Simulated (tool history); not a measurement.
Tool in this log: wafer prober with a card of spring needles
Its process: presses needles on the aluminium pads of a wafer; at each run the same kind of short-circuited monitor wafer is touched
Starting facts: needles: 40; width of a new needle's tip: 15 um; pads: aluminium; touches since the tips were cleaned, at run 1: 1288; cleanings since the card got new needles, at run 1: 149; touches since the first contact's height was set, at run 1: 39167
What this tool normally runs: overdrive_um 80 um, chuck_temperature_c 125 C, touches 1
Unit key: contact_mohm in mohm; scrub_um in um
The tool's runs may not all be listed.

run,hour,overdrive_um,chuck_temperature_c,touches,touches since the tips were cleaned,cleanings since the card got new needles,touches since the first contact's height was set,contact_mohm,scrub_um
1,0.0,80,125,1,1288,149,39167,184,14.01
# hour 1.7: tips cleaned on abrasive film
# hour 10.0: tips cleaned on abrasive film
# hour 18.3: tips cleaned on abrasive film
# hour 25.0: tips cleaned on abrasive film
# hour 33.3: tips cleaned on abrasive film
2,36.7,80,125,1,785,154,47526,180,13.96
# hour 40.1: tips cleaned on abrasive film
# hour 48.4: tips cleaned on abrasive film
# hour 55.0: tips cleaned on abrasive film
# hour 63.3: tips cleaned on abrasive film
# hour 70.0: tips cleaned on abrasive film
# hour 78.3: tips cleaned on abrasive film
# hour 86.6: tips cleaned on abrasive film
# hour 94.9: tips cleaned on abrasive film
# hour 103.2: tips cleaned on abrasive film
# hour 110.5: tips cleaned on abrasive film
3,110.5,91,125,1,0,164,64336,168,15.83
# hour 118.8: tips cleaned on abrasive film
# hour 127.1: tips cleaned on abrasive film
# hour 135.4: tips cleaned on abrasive film
# hour 143.7: tips cleaned on abrasive film
# hour 152.0: tips cleaned on abrasive film
# hour 160.3: tips cleaned on abrasive film
# hour 168.6: tips cleaned on abrasive film
# hour 176.9: tips cleaned on abrasive film
# hour 185.2: tips cleaned on abrasive film
4,191.7,91,125,1,1493,173,82873,186,15.79
# hour 193.5: tips cleaned on abrasive film
# hour 200.1: tips cleaned on abrasive film
# hour 208.4: tips cleaned on abrasive film
# hour 216.7: tips cleaned on abrasive film
# hour 225.0: tips cleaned on abrasive film
# hour 231.7: tips cleaned on abrasive film
# hour 240.0: tips cleaned on abrasive film
# hour 248.3: tips cleaned on abrasive film
# hour 256.6: tips cleaned on abrasive film
# hour 263.6: tips cleaned on abrasive film
5,263.6,91,125,1,0,183,99236,167,15.50
# hour 271.9: tips cleaned on abrasive film
# hour 278.6: tips cleaned on abrasive film
# hour 286.9: tips cleaned on abrasive film
# hour 295.2: tips cleaned on abrasive film
# hour 303.5: tips cleaned on abrasive film
# hour 311.8: tips cleaned on abrasive film
# hour 320.1: tips cleaned on abrasive film
# hour 328.4: tips cleaned on abrasive film
# hour 335.0: tips cleaned on abrasive film
6,335.8,91,125,1,184,192,115708,166,15.30
# hour 342.5: tips cleaned on abrasive film
# hour 342.8: height of the first contact set anew
# hour 351.1: tips cleaned on abrasive film
# hour 357.8: tips cleaned on abrasive film
# hour 366.1: tips cleaned on abrasive film
# hour 374.4: tips cleaned on abrasive film
# hour 382.7: tips cleaned on abrasive film
# hour 389.3: tips cleaned on abrasive film
# hour 397.7: tips cleaned on abrasive film
# hour 406.0: tips cleaned on abrasive film
# hour 412.6: tips cleaned on abrasive film
7,415.5,91,125,1,655,202,16564,173,16.37
# hour 420.5: tips cleaned on abrasive film
# hour 428.8: tips cleaned on abrasive film
# hour 437.1: tips cleaned on abrasive film
# hour 445.4: tips cleaned on abrasive film
# hour 452.1: tips cleaned on abrasive film
8,457.0,86,125,1,1133,207,26031,184,15.39

The next listed run, before its measurement:
# hour 460.3: tips cleaned on abrasive film
# hour 467.0: tips cleaned on abrasive film
# hour 475.3: tips cleaned on abrasive film
# hour 482.0: tips cleaned on abrasive film
# hour 490.3: tips cleaned on abrasive film
# hour 498.6: tips cleaned on abrasive film
# hour 506.9: tips cleaned on abrasive film
# hour 515.2: tips cleaned on abrasive film
# hour 521.9: tips cleaned on abrasive film
9,522.3,100,28,1,100,216,40905,?,?

{"run 9": {"contact_mohm": 150, "scrub_um": 17.68}}
Take away the tool's hidden state, keep the run-to-run variation as it was, and the same run would have given contact_mohm 143 mohm, scrub_um 18.11 um.
